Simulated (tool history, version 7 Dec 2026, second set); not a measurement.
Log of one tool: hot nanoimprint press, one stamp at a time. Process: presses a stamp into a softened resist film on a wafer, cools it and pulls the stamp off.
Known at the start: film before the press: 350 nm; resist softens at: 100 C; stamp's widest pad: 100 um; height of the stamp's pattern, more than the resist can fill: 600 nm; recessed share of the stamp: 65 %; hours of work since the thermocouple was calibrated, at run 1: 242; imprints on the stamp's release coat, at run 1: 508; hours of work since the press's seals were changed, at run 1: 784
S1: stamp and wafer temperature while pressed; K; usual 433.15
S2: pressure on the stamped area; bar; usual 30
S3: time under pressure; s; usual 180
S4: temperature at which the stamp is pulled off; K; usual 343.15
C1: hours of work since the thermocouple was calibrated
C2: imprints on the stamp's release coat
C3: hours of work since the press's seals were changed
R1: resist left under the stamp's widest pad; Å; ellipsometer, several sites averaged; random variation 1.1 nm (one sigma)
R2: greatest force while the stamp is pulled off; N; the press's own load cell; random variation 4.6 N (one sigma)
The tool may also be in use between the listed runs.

run	hour	S1	S2	S3	S4	C1	C2	C3	R1	R2
1	0	433.15	30	180	343.15	242	508	784	1699	256
2	26.4	433.15	30	180	343.15	262	668	804	1701	263
3	70.6	433.15	30	180	343.15	296	935	838	1711	282
# hour 87.1: plate thermocouple calibrated
4	116.4	433.15	30	180	343.15	23	1194	872	1807	299
5	147.7	433.15	30	125	343.15	47	1383	896	2047	309
6	193.5	433.15	19.5	180	343.15	82	1660	931	2183	317
7	230.1	433.15	19.5	180	343.15	111	1882	959	2174	339
8	255.1	433.15	19.5	180	343.15	130	2033	979	2185	371
9	284.2	433.15	19.5	180	343.15	152	2209	1001	2196	370
# hour 321.3: stamp cleaned and given a new release coat
10	332.4	433.15	30	180	343.15	185	67	1034	1899	235
# hour 376.2: plate thermocouple calibrated, once more
11	383.1	433.15	30	180	336.15	5	356	1071	1613	266
12	410.1	433.15	30	180	336.15	26	519	1092	1636	277
13	447.8	433.15	30	180	336.15	55	747	1121	1655	292
14	486	433.15	30	180	343.15	85	978	1150	1655	279
15	511.9	433.15	30	180	343.15	105	1135	1170	1662	305
16	534.3	434.15	30	118	334.15	122	1270	1188	1856	334
17	564.9	434.15	30	118	334.15	146	1455	1211	1867	336
18	587.8	422.15	30	329	334.15	164	1594	1229	2404	345
19	633.7	422.15	30	329	334.15	199	1872	1264	2455	374
20	656.9	422.15	30	329	334.15	217	2012	1282	2451	388
21	705.7	422.15	30	329	334.15	255	2307	1320	2453	418
# hour 727.4: stamp cleaned and given a new release coat
# hour 742.9: press's hydraulic seals changed and the load cell set to zero
22	766.5	422.15	30	159	342.15	291	188	18	2805	238
# hour 789.7: plate thermocouple calibrated
23	794	435.15	30	180	337.15	3	336	37	1367	265
24	836.8	435.15	30	180	337.15	36	595	70	1409	267
25	867.5	430.15	19	180	337.15	60	781	94	2198	286
26	906.8	435.15	30	180	333.15	90	1019	124	1430	315
27	952.7	435.15	30	180	333.15	126	1296	160	1429	326
28	993.5	430.15	30	180	333.15	157	1543	191	1884	351
29	1035.7	427.15	19.8	100	332.15	190	1798	224	2867	375

Measured less the same run without the tool's hidden state. The same run-to-run variation is in both; the gauge's scatter may not be:
The hidden state here: true temperature over the reading, C; pressure that arrives at the usual setting, %; grip of the stamp's worn release coat, % over a new coat's; drift of the gauge itself on residual_nm, %; drift of the gauge itself on pull_off_n, %.
run	R1	R2
1	+148	+32
2	+158	+42
3	+174	+59
4	+258	+78
5	+282	+90
6	+282	+106
7	+293	+123
8	+303	+142
9	+316	+149
10	+344	+11
11	+68	+22
12	+77	+33
13	+92	+48
14	+106	+59
15	+116	+72
16	+130	+87
17	+141	+97
18	+162	+106
19	+183	+130
20	+193	+142
21	+212	+168
22	+120	+14
23	-11	+21
24	+3	+36
25	+11	+49
26	+25	+68
27	+40	+86
28	+65	+106
29	+62	+126
